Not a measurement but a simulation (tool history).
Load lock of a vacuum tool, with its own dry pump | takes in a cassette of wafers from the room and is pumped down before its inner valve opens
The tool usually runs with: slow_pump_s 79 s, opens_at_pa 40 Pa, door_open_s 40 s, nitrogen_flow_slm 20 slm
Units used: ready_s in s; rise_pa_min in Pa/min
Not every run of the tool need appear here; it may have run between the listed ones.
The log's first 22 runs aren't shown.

run,hour,slow_pump_s,opens_at_pa,door_open_s,nitrogen_flow_slm,hours that the pump has run since its overhaul,times that the door has closed on its seal,"incoming humidity of the room's air, %",ready_s,rise_pa_min
23,4900.7,100,63,55,42,10972,49411,43.4,151.6,0.449
24,5118.2,54,51,40,11,11190,50390,47.7,121.6,0.483
25,5427.2,79,40,40,4,11499,51782,42.9,141.2,0.492
26,5620.2,99,71,40,40,11692,52651,47.3,150.5,0.5
27,5787.7,79,40,118,6,11859,53405,45.8,142.2,0.533
28,6107.5,57,60,40,19,12179,54845,42.2,122.2,0.531
29,6334.1,128,57,55,6,12406,55866,44.3,173.7,0.56
30,6651,72,41,40,20,12723,57293,46.1,137.5,0.574
31,6820.6,52,40,40,20,12892,58057,43.8,124.7,0.577
32,6973.3,52,40,40,20,13045,58744,47,124.5,0.595
33,7198.2,61,60,40,20,13270,59757,45,125.8,0.601
34,7336.8,61,60,40,20,13408,60381,44.6,128.4,0.607
35,7487.2,61,60,40,20,13559,61059,45.3,125,0.622
# hour 7700.9: dry pump taken out, an overhauled one fitted
36,7707.1,49,41,74,14,6,62022,43.3,111.4,0.65
37,7916.1,53,41,74,14,215,62963,48.3,115.4,0.668
38,8183,53,41,74,14,482,64165,41.8,113.9,0.664

Forecast each of these 3 alternatives for the next run:
A,8514,79,40,192,11,813,65655,43.5,?,?
B,8514,79,40,40,6,813,65655,47.3,?,?
C,8514,53,41,74,32,813,65655,45,?,?

run,ready_s,rise_pa_min
A,135.5,0.717
B,134.7,0.718
C,114,0.693
The same runs, with their run-to-run variation unchanged, on a tool lacking any hidden condition would have given:
run,ready_s,rise_pa_min
A,135.8,0.055
B,135.1,0.037
C,114.4,0.026
